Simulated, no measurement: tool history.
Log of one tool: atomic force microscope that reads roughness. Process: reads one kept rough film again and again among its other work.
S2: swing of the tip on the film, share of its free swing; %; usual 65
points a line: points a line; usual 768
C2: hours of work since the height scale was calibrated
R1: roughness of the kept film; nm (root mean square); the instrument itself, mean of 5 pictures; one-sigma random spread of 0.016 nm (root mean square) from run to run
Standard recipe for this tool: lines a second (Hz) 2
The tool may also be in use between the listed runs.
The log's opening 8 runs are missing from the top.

Run 9, day 12.062: usual settings but lines a second (Hz) 1.38; pictures with this tip 75; C2 1216. Result: R1 3.067 nm (root mean square).
Run 10, day 14.092: usual settings; pictures with this tip 141; C2 1241. Result: R1 2.594 nm (root mean square).
At day 15.346: new tip fitted.
Run 11, day 15.429: usual settings; pictures with this tip 2; C2 1258. Result: R1 3.671 nm (root mean square).
Run 12, day 16.429: usual settings; pictures with this tip 35; C2 1270. Result: R1 3.358 nm (root mean square).
Run 13, day 18.004: usual settings; pictures with this tip 86; C2 1290. Result: R1 3.006 nm (root mean square).
Run 14, day 20.367: usual settings; pictures with this tip 163; C2 1320. Result: R1 2.524 nm (root mean square).
At day 20.804: new tip fitted.
Run 15, day 22.012: usual settings; pictures with this tip 39; C2 1340. Result: R1 3.252 nm (root mean square).
Run 16, day 24.338: usual settings; pictures with this tip 114; C2 1369. Result: R1 2.676 nm (root mean square).
Run 17, day 25.6: usual settings; pictures with this tip 155; C2 1385. Result: R1 2.451 nm (root mean square).
At day 26.283: new tip fitted.
Run 18, day 27.021: usual settings but lines a second (Hz) 0.98, points a line 329; pictures with this tip 24; C2 1403. Result: R1 3.447 nm (root mean square).
Run 19, day 29.262: usual settings but lines a second (Hz) 1.6, S2 57 %, points a line 515; pictures with this tip 97; C2 1431. Result: R1 2.915 nm (root mean square).
Run 20, day 30.417: usual settings but S2 64 %, points a line 616; pictures with this tip 135; C2 1445. Result: R1 2.63 nm (root mean square).
At day 31.8: new tip fitted.
Run 21, day 32.829: usual settings but S2 64 %, points a line 616; pictures with this tip 33; C2 1475. Result: R1 3.292 nm (root mean square).
Run 22, day 35.179: usual settings but S2 64 %, points a line 616; pictures with this tip 110; C2 1505. Result: R1 2.785 nm (root mean square).

The next listed run, before its measurement:
Run 23, day 37.017: usual settings but points a line 577; pictures with this tip 170; C2 1528. Result: R1 ?.

R1: 2.459 nm (root mean square)
With the hidden condition absent and the run-to-run variation left alone, this run would have shown R1 3.798 nm (root mean square).
